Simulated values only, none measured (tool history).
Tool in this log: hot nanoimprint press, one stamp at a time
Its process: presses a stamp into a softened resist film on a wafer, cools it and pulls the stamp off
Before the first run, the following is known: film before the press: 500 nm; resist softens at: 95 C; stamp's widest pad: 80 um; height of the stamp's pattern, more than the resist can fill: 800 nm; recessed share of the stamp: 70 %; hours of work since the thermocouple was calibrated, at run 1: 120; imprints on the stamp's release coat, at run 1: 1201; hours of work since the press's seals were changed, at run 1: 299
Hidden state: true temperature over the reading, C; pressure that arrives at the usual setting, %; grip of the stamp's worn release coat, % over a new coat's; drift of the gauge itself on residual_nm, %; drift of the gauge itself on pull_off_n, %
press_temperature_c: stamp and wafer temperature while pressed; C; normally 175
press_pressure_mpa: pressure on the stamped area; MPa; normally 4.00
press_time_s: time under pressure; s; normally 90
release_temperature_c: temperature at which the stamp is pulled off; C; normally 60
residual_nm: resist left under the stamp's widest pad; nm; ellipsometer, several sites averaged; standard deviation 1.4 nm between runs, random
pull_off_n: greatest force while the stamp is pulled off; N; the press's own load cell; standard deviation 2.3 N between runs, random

run	hour	press_temperature_c	press_pressure_mpa	press_time_s	release_temperature_c	hours of work since the thermocouple was calibrated	imprints on the stamp's release coat	hours of work since the press's seals were changed	residual_nm	pull_off_n
1	0.0	175	4.00	90	60	120	1201	299	206.3	136
# hour 15.6: stamp cleaned and given a new release coat
2	59.9	175	4.00	90	60	143	109	322	207.9	110
3	109.7	175	4.00	46	60	164	232	344	258.2	111
4	149.9	175	4.00	46	60	181	331	361	263.3	110
5	202.2	175	4.00	90	66	203	460	383	207.3	106
6	236.6	175	4.00	90	66	218	545	398	205.7	118
7	288.9	175	4.00	90	66	240	674	420	205.2	116
8	319.5	175	4.00	90	60	253	750	433	201.8	127
9	376.6	175	4.00	90	68	278	891	457	201.7	112
10	419.9	175	4.00	90	60	296	998	476	202.6	132
11	486.9	166	4.00	90	60	325	1163	504	302.6	133
# hour 515.2: stamp cleaned and given a new release coat
12	523.4	175	4.00	90	60	338	20	517	201.6	108
13	554.4	175	4.00	90	60	351	97	531	199.3	105
14	582.3	175	3.26	90	60	363	166	543	224.0	105
15	629.9	178	4.00	90	60	383	283	563	175.6	110
16	668.5	175	4.00	90	61	400	379	579	202.8	109
# hour 719.3: press's hydraulic seals changed and the load cell set to zero
17	730.8	170	2.78	56	54	423	513	5	329.7	126
18	765.9	171	3.33	70	52	438	599	20	280.2	129
# hour 777.1: plate thermocouple calibrated
19	814.6	171	3.33	70	52	16	712	39	295.8	137
20	861.6	170	3.33	52	52	36	828	59	333.1	142
21	912.1	175	2.56	165	60	58	953	81	208.9	134
22	975.1	170	2.68	124	60	84	1108	108	284.1	134
# hour 1029.8: stamp cleaned and given a new release coat
23	1036.5	170	2.68	124	60	108	17	131	278.9	109
24	1085.1	183	3.33	103	68	129	137	152	149.7	100
25	1146.2	187	4.00	90	60	155	288	178	118.9	112
26	1195.5	185	4.00	90	46	176	410	199	129.4	137
27	1248.9	185	5.05	90	46	199	541	222	112.3	139
28	1295.5	185	5.05	90	46	218	656	242	111.0	142
29	1343.8	185	5.05	90	46	239	776	262	112.2	139

5 ways to go on from here, each from the tool as it stands after run 29. What would each give?
A	1381.2	185	4.14	90	50	255	868	278	?	?
B	1381.2	175	3.11	138	51	255	868	278	?	?
C	1381.2	164	5.05	90	62	255	868	278	?	?
D	1381.2	169	3.33	90	46	255	868	278	?	?
E	1381.2	174	4.00	90	60	255	868	278	?	?

run	residual_nm	pull_off_n
A	122.8	145
B	195.2	141
C	297.9	127
D	286.6	143
E	210.6	130
With no hidden state in the tool, these same runs would have given:
run	residual_nm	pull_off_n
A	128.8	119
B	205.7	115
C	311.6	104
D	300.1	117
E	221.4	106
